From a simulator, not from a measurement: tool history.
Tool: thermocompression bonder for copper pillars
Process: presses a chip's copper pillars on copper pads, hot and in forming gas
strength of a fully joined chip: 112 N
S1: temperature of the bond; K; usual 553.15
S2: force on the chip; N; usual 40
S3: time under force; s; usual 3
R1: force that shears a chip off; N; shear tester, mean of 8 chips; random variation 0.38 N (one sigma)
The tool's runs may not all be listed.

| run | hour | S1 | S2 | S3 | R1 |
|---|---|---|---|---|---|
| 1 | 0 | 553.15 | 40 | 3 | 59.6 |
| 2 | 6.6 | 553.15 | 40 | 3 | 59.1 |
| 3 | 17.3 | 553.15 | 40 | 3 | 58.7 |
| 4 | 23.8 | 553.15 | 52 | 3 | 74.4 |
| 5 | 31.4 | 553.15 | 32 | 3 | 46.7 |
| 6 | 38.4 | 553.15 | 32 | 3 | 46.6 |
| 7 | 48.3 | 553.15 | 32 | 3 | 46.4 |
| 8 | 58.5 | 553.15 | 32 | 3 | 45.9 |
| 9 | 69.3 | 553.15 | 32 | 3 | 46.5 |
| 10 | 76.9 | 553.15 | 32 | 3 | 46.5 |
| 11 | 83.9 | 553.15 | 32 | 3 | 46.4 |
| 12 | 94.8 | 553.15 | 40 | 6 | 72.9 |
| 13 | 104.5 | 553.15 | 25 | 3 | 35 |
| 14 | 111.1 | 553.15 | 25 | 3 | 35 |
| 15 | 119.1 | 553.15 | 25 | 8 | 50.1 |
| 16 | 124.5 | 553.15 | 25 | 8 | 50.9 |
| 17 | 133.4 | 553.15 | 25 | 8 | 50.3 |
| 18 | 138.1 | 553.15 | 25 | 8 | 51.1 |
| 19 | 144.6 | 544.15 | 25 | 8 | 46.2 |
| 20 | 151.7 | 536.15 | 53 | 8 | 85.6 |
| 21 | 157 | 553.15 | 33 | 3 | 47.9 |
| 22 | 165 | 556.15 | 44 | 3 | 66.7 |
| 23 | 173.7 | 556.15 | 32 | 3 | 47.9 |

Run 24 comes next. What will it give?
| 24 | 181.5 | 580.15 | 55 | 3 | ? |

R1: 91.8 N
Without the tool's hidden state the same run would have given R1 92 N.

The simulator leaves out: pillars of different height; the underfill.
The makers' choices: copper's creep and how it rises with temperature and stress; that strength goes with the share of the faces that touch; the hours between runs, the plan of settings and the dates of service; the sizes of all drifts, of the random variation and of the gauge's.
